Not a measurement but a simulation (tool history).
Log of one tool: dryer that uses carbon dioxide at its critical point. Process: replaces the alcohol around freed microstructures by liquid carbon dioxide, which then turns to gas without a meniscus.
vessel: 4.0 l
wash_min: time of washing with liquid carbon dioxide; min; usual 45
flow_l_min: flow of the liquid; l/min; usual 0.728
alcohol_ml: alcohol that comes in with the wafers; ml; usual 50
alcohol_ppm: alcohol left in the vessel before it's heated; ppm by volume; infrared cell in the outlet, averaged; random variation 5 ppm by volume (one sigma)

{"run": 1, "day": 0.0, "wash_min": 45, "flow_l_min": 0.728, "alcohol_ml": 50, "alcohol_ppm": 58}
{"run": 2, "day": 0.342, "wash_min": 45, "flow_l_min": 0.728, "alcohol_ml": 50, "alcohol_ppm": 59}
{"run": 3, "day": 0.708, "wash_min": 45, "flow_l_min": 0.728, "alcohol_ml": 85, "alcohol_ppm": 79}
{"run": 4, "day": 1.167, "wash_min": 45, "flow_l_min": 0.595, "alcohol_ml": 50, "alcohol_ppm": 117}
{"run": 5, "day": 1.721, "wash_min": 45, "flow_l_min": 0.595, "alcohol_ml": 50, "alcohol_ppm": 118}
{"run": 6, "day": 2.054, "wash_min": 45, "flow_l_min": 0.595, "alcohol_ml": 50, "alcohol_ppm": 127}
{"run": 7, "day": 2.458, "wash_min": 45, "flow_l_min": 0.638, "alcohol_ml": 50, "alcohol_ppm": 102}
{"run": 8, "day": 3.104, "wash_min": 45, "flow_l_min": 0.44, "alcohol_ml": 50, "alcohol_ppm": 380}
{"run": 9, "day": 3.421, "wash_min": 45, "flow_l_min": 0.741, "alcohol_ml": 50, "alcohol_ppm": 65}
{"run": 10, "day": 4.0, "wash_min": 47, "flow_l_min": 0.741, "alcohol_ml": 50, "alcohol_ppm": 57}
{"run": 11, "day": 4.642, "wash_min": 67, "flow_l_min": 0.728, "alcohol_ml": 50, "alcohol_ppm": 44}
{"run": 12, "day": 5.212, "wash_min": 67, "flow_l_min": 0.728, "alcohol_ml": 50, "alcohol_ppm": 35}
{"run": 13, "day": 5.575, "wash_min": 67, "flow_l_min": 0.728, "alcohol_ml": 50, "alcohol_ppm": 40}
{"run": 14, "day": 5.938, "wash_min": 45, "flow_l_min": 0.728, "alcohol_ml": 50, "alcohol_ppm": 70}
{"run": 15, "day": 6.467, "wash_min": 45, "flow_l_min": 0.728, "alcohol_ml": 50, "alcohol_ppm": 79}
{"run": 16, "day": 6.867, "wash_min": 45, "flow_l_min": 0.728, "alcohol_ml": 50, "alcohol_ppm": 76}
{"run": 17, "day": 7.296, "wash_min": 45, "flow_l_min": 0.728, "alcohol_ml": 50, "alcohol_ppm": 78}
{"run": 18, "day": 7.733, "wash_min": 45, "flow_l_min": 0.556, "alcohol_ml": 50, "alcohol_ppm": 191}
{"run": 19, "day": 8.304, "wash_min": 45, "flow_l_min": 0.556, "alcohol_ml": 50, "alcohol_ppm": 184}
{"run": 20, "day": 8.808, "wash_min": 45, "flow_l_min": 0.556, "alcohol_ml": 50, "alcohol_ppm": 188}
{"run": 21, "day": 9.429, "wash_min": 35, "flow_l_min": 0.728, "alcohol_ml": 50, "alcohol_ppm": 172}
{"run": 22, "day": 9.867, "wash_min": 45, "flow_l_min": 0.728, "alcohol_ml": 50, "alcohol_ppm": 81}
{"run": 23, "day": 10.246, "wash_min": 45, "flow_l_min": 0.728, "alcohol_ml": 50, "alcohol_ppm": 86}
{"run": 24, "day": 10.771, "wash_min": 58, "flow_l_min": 0.728, "alcohol_ml": 23, "alcohol_ppm": 57}
{"run": 25, "day": 11.104, "wash_min": 58, "flow_l_min": 0.728, "alcohol_ml": 23, "alcohol_ppm": 52}
{"run": 26, "day": 11.596, "wash_min": 58, "flow_l_min": 0.728, "alcohol_ml": 23, "alcohol_ppm": 42}
{"run": 27, "day": 11.992, "wash_min": 38, "flow_l_min": 0.588, "alcohol_ml": 59, "alcohol_ppm": 342}
{"run": 28, "day": 12.567, "wash_min": 45, "flow_l_min": 0.439, "alcohol_ml": 35, "alcohol_ppm": 351}
{"run": 29, "day": 12.854, "wash_min": 45, "flow_l_min": 0.439, "alcohol_ml": 35, "alcohol_ppm": 351}
{"run": 30, "day": 13.233, "wash_min": 36, "flow_l_min": 0.96, "alcohol_ml": 86, "alcohol_ppm": 96}
{"run": 31, "day": 13.808, "wash_min": 36, "flow_l_min": 0.96, "alcohol_ml": 86, "alcohol_ppm": 101}
{"run": 32, "day": 14.379, "wash_min": 31, "flow_l_min": 0.675, "alcohol_ml": 50, "alcohol_ppm": 365}
{"run": 33, "day": 14.733, "wash_min": 31, "flow_l_min": 0.675, "alcohol_ml": 50, "alcohol_ppm": 381}
{"run": 34, "day": 15.308, "wash_min": 35, "flow_l_min": 1.031, "alcohol_ml": 27, "alcohol_ppm": 69}
{"run": 35, "day": 15.642, "wash_min": 35, "flow_l_min": 1.031, "alcohol_ml": 27, "alcohol_ppm": 69}
{"run": 36, "day": 15.938, "wash_min": 57, "flow_l_min": 0.522, "alcohol_ml": 73, "alcohol_ppm": 162}
{"run": 37, "day": 16.408, "wash_min": 33, "flow_l_min": 0.698, "alcohol_ml": 98, "alcohol_ppm": 509}
{"run": 38, "day": 16.958, "wash_min": 33, "flow_l_min": 0.698, "alcohol_ml": 98, "alcohol_ppm": 505}
{"run": 39, "day": 17.562, "wash_min": 31, "flow_l_min": 0.885, "alcohol_ml": 73, "alcohol_ppm": 219}
{"run": 40, "day": 18.004, "wash_min": 31, "flow_l_min": 0.885, "alcohol_ml": 73, "alcohol_ppm": 217}
{"run": 41, "day": 18.329, "wash_min": 31, "flow_l_min": 0.885, "alcohol_ml": 73, "alcohol_ppm": 213}
{"run": 42, "day": 18.617, "wash_min": 31, "flow_l_min": 0.888, "alcohol_ml": 73, "alcohol_ppm": 218}
{"run": 43, "day": 19.167, "wash_min": 46, "flow_l_min": 1.172, "alcohol_ml": 59, "alcohol_ppm": 69}
{"run": 44, "day": 19.554, "wash_min": 44, "flow_l_min": 0.49, "alcohol_ml": 39, "alcohol_ppm": 328}
{"run": 45, "day": 19.962, "wash_min": 29, "flow_l_min": 1.079, "alcohol_ml": 39, "alcohol_ppm": 109}
{"run": 46, "day": 20.246, "wash_min": 45, "flow_l_min": 0.592, "alcohol_ml": 34, "alcohol_ppm": 160}

Forecast each of these 4 alternatives for the next run:
{"run": "A", "day": 20.721, "wash_min": 54, "flow_l_min": 0.592, "alcohol_ml": 34, "alcohol_ppm": "?"}
{"run": "B", "day": 20.721, "wash_min": 45, "flow_l_min": 0.592, "alcohol_ml": 56, "alcohol_ppm": "?"}
{"run": "C", "day": 20.721, "wash_min": 64, "flow_l_min": 0.662, "alcohol_ml": 69, "alcohol_ppm": "?"}
{"run": "D", "day": 20.721, "wash_min": 68, "flow_l_min": 0.885, "alcohol_ml": 26, "alcohol_ppm": "?"}

run=A alcohol_ppm=102
run=B alcohol_ppm=231
run=C alcohol_ppm=86
run=D alcohol_ppm=67
Without the tool's hidden state the same runs would have given:
run=A alcohol_ppm=15
run=B alcohol_ppm=82
run=C alcohol_ppm=13
run=D alcohol_ppm=2
